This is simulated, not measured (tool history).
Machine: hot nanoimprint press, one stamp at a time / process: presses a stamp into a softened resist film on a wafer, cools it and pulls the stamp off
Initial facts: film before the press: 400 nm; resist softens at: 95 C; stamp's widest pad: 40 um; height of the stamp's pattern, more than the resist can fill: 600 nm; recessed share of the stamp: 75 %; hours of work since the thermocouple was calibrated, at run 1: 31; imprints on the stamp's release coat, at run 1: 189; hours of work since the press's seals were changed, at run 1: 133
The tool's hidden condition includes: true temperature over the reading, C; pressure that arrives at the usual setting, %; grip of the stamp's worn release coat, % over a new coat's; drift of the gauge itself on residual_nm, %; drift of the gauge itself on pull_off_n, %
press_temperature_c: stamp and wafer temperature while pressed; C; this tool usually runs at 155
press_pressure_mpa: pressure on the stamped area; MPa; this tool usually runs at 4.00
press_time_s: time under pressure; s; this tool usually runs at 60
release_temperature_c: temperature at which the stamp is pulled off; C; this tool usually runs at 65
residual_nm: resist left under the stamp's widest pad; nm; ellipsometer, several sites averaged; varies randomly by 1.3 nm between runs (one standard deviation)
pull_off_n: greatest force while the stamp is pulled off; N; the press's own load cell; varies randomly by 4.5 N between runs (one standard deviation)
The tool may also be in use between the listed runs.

run     day  press_temperature_c  press_pressure_mpa  press_time_s  release_temperature_c  hours of work since the thermocouple was calibrated  imprints on the stamp's release coat  hours of work since the press's seals were changed  residual_nm  pull_off_n
  1   0.000                  155                4.00            60                     65                                                   31                                   189                                                 133        209.0         234
  2   0.742                  155                4.00            32                     65                                                   43                                   264                                                 145        253.3         240
  3   1.242                  155                4.00            32                     65                                                   51                                   315                                                 153        253.1         252
  4   1.604                  155                4.00            32                     65                                                   57                                   352                                                 159        250.7         254
  5   2.412                  144                4.00            60                     65                                                   70                                   433                                                 172        293.1         243
  6   2.804                  155                2.73            60                     65                                                   76                                   473                                                 178        247.2         260
  7   3.404                  149                4.00            60                     65                                                   86                                   534                                                 188        255.3         245
  8   3.862                  149                4.00            60                     65                                                   94                                   580                                                 196        252.7         261
  9   4.517                  155                4.00            41                     65                                                  104                                   647                                                 206        236.9         275
 10   5.200                  155                4.00            41                     65                                                  115                                   716                                                 217        237.6         273
 11   6.042                  155                4.00            59                     65                                                  129                                   801                                                 231        214.7         268
 12   6.458                  155                4.00            60                     65                                                  136                                   843                                                 238        212.7         275
 13   6.842                  155                4.00            60                     65                                                  142                                   882                                                 244        212.2         289
 14   7.429                  165                4.00            60                     65                                                  152                                   941                                                 254        155.7         295
 15   7.779                  155                4.00            60                     56                                                  158                                   977                                                 260        211.3         349
 16   8.125                  152                2.50            60                     65                                                  163                                  1012                                                 265        281.1         295
      8.321  -- plate thermocouple calibrated
 17   8.983                  149                4.00           115                     65                                                   11                                  1086                                                 277        211.8         302
 18   9.792                  149                4.00           115                     65                                                   24                                  1168                                                 290        209.9         302
 19  10.342                  160                3.87            60                     65                                                   33                                  1224                                                 299        184.7         302
 20  11.108                  165                4.33            32                     52                                                   46                                  1301                                                 312        188.1         405
     11.554  -- plate thermocouple calibrated, once more
 21  11.654                  160                4.11            75                     54                                                    2                                  1343                                                 319        166.1         379
 22  12.479                  160                4.11            75                     54                                                   15                                  1427                                                 332        164.7         404
 23  12.829                  150                4.92            49                     73                                                   21                                  1463                                                 338        242.9         260
 24  13.658                  145                3.22            60                     65                                                   34                                  1547                                                 351        305.7         325
 25  14.200                  145                3.22            60                     65                                                   43                                  1601                                                 360        303.1         337
 26  14.662                  155                4.55           116                     65                                                   51                                  1648                                                 368        158.9         337
 27  15.200                  167                3.56            50                     72                                                   60                                  1702                                                 377        168.0         276
 28  15.700                  157                4.95            60                     61                                                   68                                  1753                                                 385        178.9         386
 29  16.292                  154                4.95            42                     54                                                   77                                  1813                                                 394        225.6         438

Each row is a separate what-if for the run after 29, all from the same tool condition, not one after another. Results?
  A  17.025                  160                4.00            60                     65                                                   89                                  1887                                                 406            ?           ?
  B  17.025                  154                2.91            42                     54                                                   89                                  1887                                                 406            ?           ?
  C  17.025                  147                4.95            42                     54                                                   89                                  1887                                                 406            ?           ?
  D  17.025                  155                3.38            60                     65                                                   89                                  1887                                                 406            ?           ?

run  residual_nm  pull_off_n
  A        183.5         341
  B        277.1         447
  C        274.1         423
  D        231.6         357
With the hidden condition removed and each run's random variation left untouched, the same runs would have given:
run  residual_nm  pull_off_n
  A        177.5         213
  B        271.4         280
  C        266.2         266
  D        225.4         224
